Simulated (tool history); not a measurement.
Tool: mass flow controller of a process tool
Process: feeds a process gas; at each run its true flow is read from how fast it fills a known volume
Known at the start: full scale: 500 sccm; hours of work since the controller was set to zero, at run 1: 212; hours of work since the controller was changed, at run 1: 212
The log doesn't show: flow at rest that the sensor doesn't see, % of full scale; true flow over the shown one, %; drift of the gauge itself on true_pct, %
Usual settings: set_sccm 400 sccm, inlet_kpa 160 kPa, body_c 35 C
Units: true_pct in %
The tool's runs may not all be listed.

run,hour,set_sccm,inlet_kpa,body_c,hours of work since the controller was set to zero,hours of work since the controller was changed,true_pct
1,0,400,160,35,212,212,98.75
2,117.3,400,160,35,293,293,98.66
3,240.1,400,160,35,378,378,98.69
4,345.6,235,160,35,452,452,97.94
5,413.4,235,160,35,499,499,97.96
6,513.2,235,160,35,568,568,97.8
7,615,235,160,35,638,638,97.67
8,724.7,82,160,35,714,714,96.24
9,813.2,82,160,35,776,776,96
10,927.8,400,152,35,855,855,98.31
11,986.4,400,160,30,896,896,98.79
12,1046.4,72,148,35,937,937,95.6
13,1181.4,75,251,27,1031,1031,95.86
14,1303,222,251,22,1115,1115,98.07
15,1361.5,50,160,25,1156,1156,94.82
16,1465.1,50,160,25,1228,1228,94.76
17,1589.5,126,180,22,1314,1314,97.05
18,1694.7,126,180,22,1387,1387,96.89
19,1798.2,400,160,31,1458,1458,98.3
20,1859.3,279,174,34,1501,1501,97.18
21,1918.7,279,174,34,1542,1542,97.23
22,2035,167,274,27,1623,1623,96.63

Forecast each of these 3 alternatives for the next run:
A,2128.2,167,199,27,1687,1687,?
B,2128.2,149,225,27,1687,1687,?
C,2128.2,397,173,36,1687,1687,?

run,true_pct
A,96.74
B,96.32
C,97.67
Without the tool's hidden state the same runs would have given:
run,true_pct
A,98.65
B,98.4
C,98.83
